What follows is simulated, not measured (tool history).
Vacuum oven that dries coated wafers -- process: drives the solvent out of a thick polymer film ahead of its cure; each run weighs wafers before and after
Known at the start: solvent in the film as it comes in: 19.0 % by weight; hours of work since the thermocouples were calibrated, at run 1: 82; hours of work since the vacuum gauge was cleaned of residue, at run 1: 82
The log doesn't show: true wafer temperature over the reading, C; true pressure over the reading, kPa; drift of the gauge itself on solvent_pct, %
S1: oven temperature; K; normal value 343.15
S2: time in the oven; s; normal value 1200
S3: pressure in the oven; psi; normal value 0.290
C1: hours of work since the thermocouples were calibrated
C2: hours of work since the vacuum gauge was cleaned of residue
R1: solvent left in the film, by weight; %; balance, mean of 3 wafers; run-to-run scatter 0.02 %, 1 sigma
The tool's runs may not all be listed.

run    hour      S1    S2     S3   C1    C2     R1
  1     0.0  343.15  1200  0.290   82    82   1.97
  2    47.2  343.15  1200  0.290  107   107   1.99
  3   116.3  343.15  1200  0.290  144   144   1.98
  4   169.8  343.15  1200  0.290  172   172   1.98
  5   252.2  343.15  1200  0.290  215   215   1.99
  6   326.4  343.15  1200  0.290  254   254   1.97
  7   430.3  343.15  1200  0.290  309   309   1.98
  8   519.9  343.15  1200  0.290  356   356   2.00
  9   617.7  343.15  1200  0.290  408   408   2.02
 10   728.4  343.15  1200  0.290  466   466   2.00
 11   776.5  343.15  1200  0.290  492   492   2.03
 12   886.2  343.15  1200  0.299  549   549   2.01
 13   997.0  343.15  1200  0.299  608   608   2.06
 14  1090.2  348.15   720  1.015  657   657   4.61
 15  1199.6  348.15   720  1.015  715   715   4.65
     1273.0  -- oven's thermocouples calibrated
 16  1313.9  348.15   720  1.015   22   774   4.58
 17  1377.7  348.15   720  1.015   55   807   4.60
 18  1431.7  343.15   900  0.215   84   836   2.31
 19  1521.7  339.15  1260  0.716  131   883   5.00
     1558.3  -- oven's thermocouples calibrated, once more
 20  1578.3  339.15  1260  0.716   11   912   5.18
 21  1691.2  339.15  1260  0.716   70   971   5.11
 22  1766.9  339.15  1260  0.716  110  1011   5.09
 23  1814.1  343.15  1860  0.290  135  1036   1.73
 24  1906.0  343.15   900  0.290  183  1085   2.85
 25  2001.6  332.15  1500  1.134  234  1135  10.24
 26  2060.0  344.15  1200  0.290  264  1166   1.97

Forecast each of these 4 alternatives for the next run:
  A  2114.4  344.15  1200  1.083  293  1194   ?
  B  2114.4  331.15  1020  0.342  293  1194   ?
  C  2114.4  343.15  1200  0.290  293  1194   ?
  D  2114.4  343.15  1140  0.290  293  1194   ?

run    R1
  A  5.33
  B  7.23
  C  2.16
  D  2.27
Had the tool no hidden state, the same runs would have come out as:
run    R1
  A  5.12
  B  6.97
  C  1.90
  D  2.02
